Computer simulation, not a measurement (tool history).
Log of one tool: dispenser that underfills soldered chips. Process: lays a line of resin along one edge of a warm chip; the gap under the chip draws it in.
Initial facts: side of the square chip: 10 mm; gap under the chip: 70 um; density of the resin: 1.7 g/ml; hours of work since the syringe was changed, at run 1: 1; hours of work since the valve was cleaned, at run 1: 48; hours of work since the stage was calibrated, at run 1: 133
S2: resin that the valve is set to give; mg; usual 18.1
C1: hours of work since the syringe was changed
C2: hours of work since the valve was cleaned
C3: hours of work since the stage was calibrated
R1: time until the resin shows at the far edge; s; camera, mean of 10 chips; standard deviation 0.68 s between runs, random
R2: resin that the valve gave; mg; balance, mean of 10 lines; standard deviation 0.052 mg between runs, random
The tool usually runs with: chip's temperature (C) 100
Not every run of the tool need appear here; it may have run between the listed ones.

Run 1, hour 0: usual settings; C1 1; C2 48; C3 133. Result: R1 64.8 s, R2 17.59 mg.
At hour 2.3: dispensing valve cleaned and set on the balance.
Run 2, hour 5.8: usual settings but chip's temperature (C) 115; C1 4; C2 2; C3 136. Result: R1 46.3 s, R2 18.03 mg.
Run 3, hour 11.9: usual settings but chip's temperature (C) 115; C1 7; C2 6; C3 140. Result: R1 61.1 s, R2 18.12 mg.
At hour 18.5: new syringe of resin.
Run 4, hour 19.5: usual settings but chip's temperature (C) 104; C1 1; C2 11; C3 144. Result: R1 55.8 s, R2 17.91 mg.
Run 5, hour 26.6: usual settings but chip's temperature (C) 104; C1 5; C2 15; C3 149. Result: R1 75 s, R2 17.96 mg.
Run 6, hour 31.1: usual settings but chip's temperature (C) 104; C1 8; C2 18; C3 152. Result: R1 95.2 s, R2 17.88 mg.
At hour 37.4: new syringe of resin.
Run 7, hour 37.6: usual settings but chip's temperature (C) 104; C1 0; C2 22; C3 156. Result: R1 52.3 s, R2 17.86 mg.
Run 8, hour 41.7: usual settings but chip's temperature (C) 104; C1 3; C2 24; C3 158. Result: R1 62.9 s, R2 17.83 mg.
Run 9, hour 44.9: usual settings; C1 5; C2 26; C3 160. Result: R1 83.5 s, R2 17.88 mg.
Run 10, hour 49.5: usual settings; C1 8; C2 29; C3 163. Result: R1 103.2 s, R2 17.78 mg.
At hour 55.9: new syringe of resin.
Run 11, hour 57: usual settings but S2 16 mg; C1 1; C2 34; C3 168. Result: R1 64.2 s, R2 15.61 mg.
Run 12, hour 64.3: usual settings but S2 16 mg; C1 5; C2 38; C3 172. Result: R1 90 s, R2 15.61 mg.
Run 13, hour 67.4: usual settings but S2 16 mg; C1 7; C2 40; C3 174. Result: R1 104.5 s, R2 15.64 mg.
Run 14, hour 71.5: usual settings but S2 16 mg; C1 10; C2 43; C3 177. Result: R1 126.1 s, R2 15.68 mg.
At hour 74.2: new syringe of resin.
Run 15, hour 78.8: usual settings but S2 16 mg; C1 3; C2 47; C3 181. Result: R1 74.7 s, R2 15.48 mg.
At hour 82.6: dispensing valve cleaned and set on the balance.
Run 16, hour 83.3: usual settings but S2 16 mg; C1 5; C2 0; C3 183. Result: R1 88 s, R2 15.91 mg.
Run 17, hour 89.6: usual settings but S2 16 mg; C1 9; C2 4; C3 187. Result: R1 117.2 s, R2 16.08 mg.
At hour 93.4: new syringe of resin.
Run 18, hour 93.4: usual settings but chip's temperature (C) 87, S2 20.2 mg; C1 0; C2 7; C3 189. Result: R1 96.9 s, R2 20.08 mg.
Run 19, hour 100.1: usual settings but chip's temperature (C) 88, S2 17 mg; C1 4; C2 11; C3 194. Result: R1 132.7 s, R2 16.85 mg.
Run 20, hour 104.1: usual settings but chip's temperature (C) 109, S2 15.8 mg; C1 7; C2 13; C3 196. Result: R1 74.4 s, R2 15.63 mg.
At hour 111.7: new syringe of resin.
Run 21, hour 111.7: usual settings but chip's temperature (C) 86, S2 22.1 mg; C1 0; C2 18; C3 201. Result: R1 98.7 s, R2 21.96 mg.
Run 22, hour 118.5: usual settings but chip's temperature (C) 104, S2 21.5 mg; C1 4; C2 22; C3 205. Result: R1 69.6 s, R2 21.27 mg.
Run 23, hour 123.7: usual settings but chip's temperature (C) 88, S2 18.5 mg; C1 8; C2 25; C3 208. Result: R1 160.7 s, R2 18.29 mg.
At hour 129.9: new syringe of resin.
Run 24, hour 130.1: usual settings but chip's temperature (C) 91, S2 21.8 mg; C1 0; C2 29; C3 212. Result: R1 84 s, R2 21.57 mg.
Run 25, hour 133.8: usual settings but chip's temperature (C) 91, S2 21.8 mg; C1 2; C2 32; C3 214. Result: R1 100 s, R2 21.44 mg.
Run 26, hour 141: usual settings but chip's temperature (C) 95, S2 22 mg; C1 7; C2 36; C3 219. Result: R1 119.7 s, R2 21.49 mg.
Run 27, hour 145.2: usual settings but chip's temperature (C) 92, S2 22.5 mg; C1 10; C2 39; C3 221. Result: R1 157 s, R2 21.93 mg.
At hour 148.2: new syringe of resin.
Run 28, hour 152.6: usual settings but chip's temperature (C) 90, S2 22.8 mg; C1 3; C2 43; C3 226. Result: R1 105.1 s, R2 22.31 mg.
Run 29, hour 158.2: usual settings but chip's temperature (C) 86, S2 23.4 mg; C1 6; C2 47; C3 229. Result: R1 156.6 s, R2 22.81 mg.
At hour 163.3: dispensing valve cleaned and set on the balance.
Run 30, hour 163.9: usual settings but chip's temperature (C) 114, S2 17.8 mg; C1 9; C2 0; C3 232. Result: R1 68.8 s, R2 17.84 mg.
At hour 167.7: new syringe of resin.
Run 31, hour 170.5: usual settings but S2 19 mg; C1 2; C2 4; C3 236. Result: R1 67.3 s, R2 19.04 mg.
Run 32, hour 174.1: usual settings but S2 16.1 mg; C1 4; C2 7; C3 239. Result: R1 81.9 s, R2 16.11 mg.
Run 33, hour 177.9: usual settings but chip's temperature (C) 111, S2 16.6 mg; C1 6; C2 9; C3 241. Result: R1 63.7 s, R2 16.56 mg.
Run 34, hour 182.8: usual settings but chip's temperature (C) 111, S2 16.6 mg; C1 10; C2 12; C3 244. Result: R1 80.6 s, R2 16.55 mg.

What if the next run were any one of these 4? Each begins from the tool's condition after run 34:
At hour 186.3: new syringe of resin.
Run A, hour 189.4: usual settings but chip's temperature (C) 99, S2 18.9 mg; C1 2; C2 16; C3 248. Result: R1 ?, R2 ?.
At hour 186.3: new syringe of resin.
Run B, hour 189.4: usual settings but chip's temperature (C) 111, S2 16.2 mg; C1 2; C2 16; C3 248. Result: R1 ?, R2 ?.
At hour 186.3: new syringe of resin.
Run C, hour 189.4: usual settings but chip's temperature (C) 114; C1 2; C2 16; C3 248. Result: R1 ?, R2 ?.
At hour 186.3: new syringe of resin.
Run D, hour 189.4: usual settings but chip's temperature (C) 97, S2 16.6 mg; C1 2; C2 16; C3 248. Result: R1 ?, R2 ?.

run    R1     R2
  A  68.7   18.7
  B  46.4  16.04
  C  41.5   17.9
  D  76.2  16.49
Had the tool no hidden state, the same runs would have come out as:
run    R1     R2
  A  62.4  18.86
  B    42  16.17
  C  37.6  18.05
  D  69.2  16.62

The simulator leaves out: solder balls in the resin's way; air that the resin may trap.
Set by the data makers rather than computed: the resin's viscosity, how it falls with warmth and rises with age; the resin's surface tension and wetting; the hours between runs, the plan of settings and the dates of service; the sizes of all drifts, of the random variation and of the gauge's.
